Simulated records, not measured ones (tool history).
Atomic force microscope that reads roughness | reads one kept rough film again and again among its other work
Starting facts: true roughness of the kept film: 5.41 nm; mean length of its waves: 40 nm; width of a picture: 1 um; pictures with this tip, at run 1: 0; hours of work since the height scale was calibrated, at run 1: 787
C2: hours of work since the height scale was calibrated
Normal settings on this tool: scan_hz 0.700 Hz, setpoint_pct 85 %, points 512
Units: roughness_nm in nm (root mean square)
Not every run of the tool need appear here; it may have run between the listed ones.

Run 1, hour 0.0: usual settings; pictures with this tip 0; C2 787. Result: roughness_nm 4.563 nm (root mean square).
Run 2, hour 37.4: usual settings; pictures with this tip 39; C2 810. Result: roughness_nm 4.142 nm (root mean square).
Run 3, hour 55.8: usual settings; pictures with this tip 58; C2 821. Result: roughness_nm 3.990 nm (root mean square).
Run 4, hour 95.3: usual settings; pictures with this tip 99; C2 845. Result: roughness_nm 3.703 nm (root mean square).
Run 5, hour 118.3: usual settings; pictures with this tip 123; C2 859. Result: roughness_nm 3.539 nm (root mean square).
At hour 154.3: new tip fitted.
Run 6, hour 155.2: usual settings but points 711; pictures with this tip 1; C2 881. Result: roughness_nm 4.564 nm (root mean square).
Run 7, hour 196.7: usual settings but scan_hz 3.807 Hz, points 711; pictures with this tip 44; C2 906. Result: roughness_nm 3.663 nm (root mean square).
At hour 199.7: height scale calibrated on a step standard.
Run 8, hour 228.8: usual settings but scan_hz 3.807 Hz, setpoint_pct 75 %, points 711; pictures with this tip 77; C2 18. Result: roughness_nm 3.625 nm (root mean square).
Run 9, hour 257.1: usual settings but scan_hz 3.807 Hz, setpoint_pct 75 %, points 711; pictures with this tip 106; C2 35. Result: roughness_nm 3.449 nm (root mean square).
Run 10, hour 279.3: usual settings but scan_hz 3.793 Hz; pictures with this tip 130; C2 48. Result: roughness_nm 3.105 nm (root mean square).
At hour 309.7: new tip fitted.
Run 11, hour 321.5: usual settings but scan_hz 3.793 Hz, setpoint_pct 57 %; pictures with this tip 12; C2 74. Result: roughness_nm 4.380 nm (root mean square).
At hour 331.3: height scale calibrated on a step standard, once more.
Run 12, hour 350.0: usual settings but scan_hz 3.793 Hz, setpoint_pct 57 %; pictures with this tip 41; C2 11. Result: roughness_nm 4.192 nm (root mean square).
Run 13, hour 390.6: usual settings but scan_hz 3.793 Hz, setpoint_pct 69 %, points 357; pictures with this tip 83; C2 36. Result: roughness_nm 3.680 nm (root mean square).
Run 14, hour 425.5: usual settings but scan_hz 2.247 Hz, setpoint_pct 64 %, points 291; pictures with this tip 120; C2 57. Result: roughness_nm 3.583 nm (root mean square).
Run 15, hour 461.6: usual settings but scan_hz 2.247 Hz, setpoint_pct 64 %, points 291; pictures with this tip 157; C2 79. Result: roughness_nm 3.350 nm (root mean square).
At hour 464.7: new tip fitted.
Run 16, hour 481.3: usual settings but scan_hz 2.247 Hz, setpoint_pct 64 %, points 291; pictures with this tip 17; C2 91. Result: roughness_nm 4.371 nm (root mean square).
Run 17, hour 509.7: usual settings but scan_hz 1.087 Hz, setpoint_pct 89 %, points 872; pictures with this tip 47; C2 108. Result: roughness_nm 3.999 nm (root mean square).
Run 18, hour 546.1: usual settings but scan_hz 1.087 Hz, setpoint_pct 89 %, points 973; pictures with this tip 85; C2 130. Result: roughness_nm 3.717 nm (root mean square).
Run 19, hour 583.8: usual settings but scan_hz 2.472 Hz, setpoint_pct 60 %, points 282; pictures with this tip 124; C2 153. Result: roughness_nm 3.558 nm (root mean square).

Results for each run, recomputed without the tool's hidden state and with each run's random variation untouched:
Unlogged tool condition in this case: radius of the tip, nm; height scale over the true one, %; drift of the gauge itself on roughness_nm, %.
run  roughness_nm
  1         4.632
  2         4.585
  3         4.577
  4         4.602
  5         4.604
  6         4.602
  7         4.055
  8         4.293
  9         4.312
 10         4.041
 11         4.560
 12         4.595
 13         4.376
 14         4.565
 15         4.526
 16         4.577
 17         4.473
 18         4.494
 19         4.613
